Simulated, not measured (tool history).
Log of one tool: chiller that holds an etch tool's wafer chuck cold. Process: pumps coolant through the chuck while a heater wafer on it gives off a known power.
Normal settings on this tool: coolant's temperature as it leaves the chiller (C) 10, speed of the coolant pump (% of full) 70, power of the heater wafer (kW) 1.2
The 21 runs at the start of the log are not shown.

| run | hour | coolant's temperature as it leaves the chiller (C) | speed of the coolant pump (% of full) | power of the heater wafer (kW) | hours since the coolant was changed and the channels were flushed | hours since the pump was overhauled | hours since the chiller's thermometer was calibrated | chuck's temperature once it has settled (C) | how much warmer the coolant comes back (C) |
|---|---|---|---|---|---|---|---|---|---|
|  | 1940.9 | chiller's thermometer calibrated |
| 22 | 1945 | 13 | 70 | 1.799 | 281 | 366 | 4 | 27.8 | 7.4 |
| 23 | 2069.7 | 19 | 63 | 0.986 | 405 | 491 | 129 | 28.1 | 4.54 |
| 24 | 2122.9 | 19 | 63 | 1.097 | 459 | 544 | 182 | 29 | 5.09 |
| 25 | 2246 | 19 | 63 | 1.097 | 582 | 667 | 305 | 28.9 | 5.08 |
| 26 | 2346.4 | 19 | 99 | 1.097 | 682 | 768 | 405 | 25.7 | 3.14 |
| 27 | 2426 | 3 | 70 | 0.947 | 762 | 847 | 485 | 11 | 3.94 |
| 28 | 2492.7 | 13 | 74 | 0.765 | 828 | 914 | 552 | 19.1 | 2.99 |
| 29 | 2546.8 | 13 | 74 | 0.765 | 883 | 968 | 606 | 19.2 | 3.01 |
| 30 | 2665.4 | 13 | 74 | 0.765 | 1001 | 1087 | 724 | 19.1 | 3.03 |
| 31 | 2770.5 | 13 | 74 | 0.765 | 1106 | 1192 | 830 | 18.9 | 3.01 |

Below are 4 alternative next runs, each starting from the tool's condition after run 31. Predict each:
| A | 2887.5 | 10 | 96 | 1.2 | 1223 | 1309 | 947 | ? | ? |
| B | 2887.5 | 10 | 70 | 0.83 | 1223 | 1309 | 947 | ? | ? |
| C | 2887.5 | 14 | 74 | 0.765 | 1223 | 1309 | 947 | ? | ? |
| D | 2887.5 | 14 | 100 | 0.746 | 1223 | 1309 | 947 | ? | ? |

| run | chuck's temperature once it has settled (C) | how much warmer the coolant comes back (C) |
|---|---|---|
| A | 17.3 | 3.62 |
| B | 16.9 | 3.5 |
| C | 20.2 | 2.99 |
| D | 18.6 | 2.11 |
Take away the tool's hidden state, keep each run's random variation, and the runs would have read:
| run | chuck's temperature once it has settled (C) | how much warmer the coolant comes back (C) |
|---|---|---|
| A | 17.1 | 3.54 |
| B | 16.7 | 3.42 |
| C | 20 | 2.91 |
| D | 18.5 | 2.06 |

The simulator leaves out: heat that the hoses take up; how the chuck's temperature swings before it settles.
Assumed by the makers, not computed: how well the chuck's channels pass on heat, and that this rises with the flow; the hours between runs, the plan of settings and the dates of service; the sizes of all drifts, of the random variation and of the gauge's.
